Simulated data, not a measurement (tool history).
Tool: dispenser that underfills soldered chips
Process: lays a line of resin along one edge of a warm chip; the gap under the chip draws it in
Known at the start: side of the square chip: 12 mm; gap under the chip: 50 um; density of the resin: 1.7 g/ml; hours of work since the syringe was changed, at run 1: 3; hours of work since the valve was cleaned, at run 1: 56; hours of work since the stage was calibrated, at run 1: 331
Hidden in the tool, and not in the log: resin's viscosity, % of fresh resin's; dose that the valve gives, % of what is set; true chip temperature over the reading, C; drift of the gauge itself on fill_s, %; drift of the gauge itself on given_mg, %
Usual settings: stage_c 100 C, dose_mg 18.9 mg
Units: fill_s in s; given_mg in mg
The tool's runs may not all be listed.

run   hour  stage_c  dose_mg  hours of work since the syringe was changed  hours of work since the valve was cleaned  hours of work since the stage was calibrated  fill_s  given_mg
  1      0      100     18.9                                            3                                         56                                           331    99.3     18.53
       6.5  -- new syringe of resin
  2    8.1      100     18.9                                            1                                         62                                           337    86.3      18.5
        17  -- new syringe of resin
  3   18.5      100     18.9                                            1                                         70                                           345    83.6     18.25
      27.8  -- new syringe of resin
  4   29.1      100     18.9                                            1                                         78                                           354    84.8     18.53
  5   35.2      100     18.9                                            6                                         83                                           358   128.8     18.31
      38.2  -- new syringe of resin
  6   40.4      100     18.9                                            2                                         87                                           362    90.7     18.34
      48.5  -- new syringe of resin
  7   51.5      100     18.9                                            2                                         95                                           371      93     18.16
      59.3  -- new syringe of resin
  8     60      100     18.9                                            1                                        102                                           377    79.8     18.13
      69.7  -- new syringe of resin
  9   69.7      100     18.9                                            0                                        109                                           385    76.9     18.13
 10   78.4      100     18.9                                            7                                        116                                           392     136     18.09
      79.9  -- new syringe of resin
 11     84      100     18.9                                            3                                        120                                           396     103     18.02
      90.7  -- new syringe of resin
      96.6  -- dispensing valve cleaned and set on the balance
 12   96.6      100     18.9                                            4                                          0                                           405   105.4     18.78
     102.7  -- new syringe of resin
 13  104.9       91     18.3                                            2                                          6                                           411   120.2     18.19
 14  111.4       91     18.3                                            7                                         11                                           416   181.1     18.07
     113.7  -- new syringe of resin
 15  118.8       91     18.3                                            4                                         17                                           422   143.7     18.04
     124.1  -- new syringe of resin
 16  128.1       87     22.4                                            3                                         24                                           429   148.1     22.02
     134.9  -- new syringe of resin
 17  135.1       88     22.3                                            0                                         30                                           434   110.2     21.88
 18  144.2      104     18.9                                            7                                         37                                           441   125.5     18.69
     145.5  -- new syringe of resin
 19  153.7      104     18.9                                            6                                         44                                           449   117.6     18.64
     155.9  -- new syringe of resin
 20  160.8      114       21                                            4                                         49                                           454    67.2     20.62
     166.5  -- new syringe of resin
 21  171.1      100     18.9                                            4                                         57                                           462   102.7     18.32
 22  175.8       93     19.7                                            7                                         61                                           466   175.8     19.32
     177.1  -- new syringe of resin
 23  182.8       93     19.7                                            5                                         66                                           471   141.8     19.12
     187.3  -- new syringe of resin
 24  189.6      100     22.6                                            2                                         71                                           476    83.9     21.84

The same runs without the tool's hidden state, with the same run-to-run variation:
run  fill_s  given_mg
  1    81.1     18.93
  2    80.8     18.94
  3    80.2     18.74
  4    80.5     19.07
  5    80.8     18.89
  6      80     18.94
  7    81.5     18.81
  8      80     18.82
  9    80.9     18.87
 10    79.8     18.88
 11    83.3     18.83
 12      81     18.81
 13   111.5     18.26
 14   108.7     18.17
 15   108.5     18.18
 16   122.3     22.25
 17   117.9     22.15
 18    72.3     18.96
 19    72.7     18.97
 20    51.5     21.02
 21    80.9     18.73
 22   101.5     19.77
 23   102.3     19.61
 24    78.5     22.43
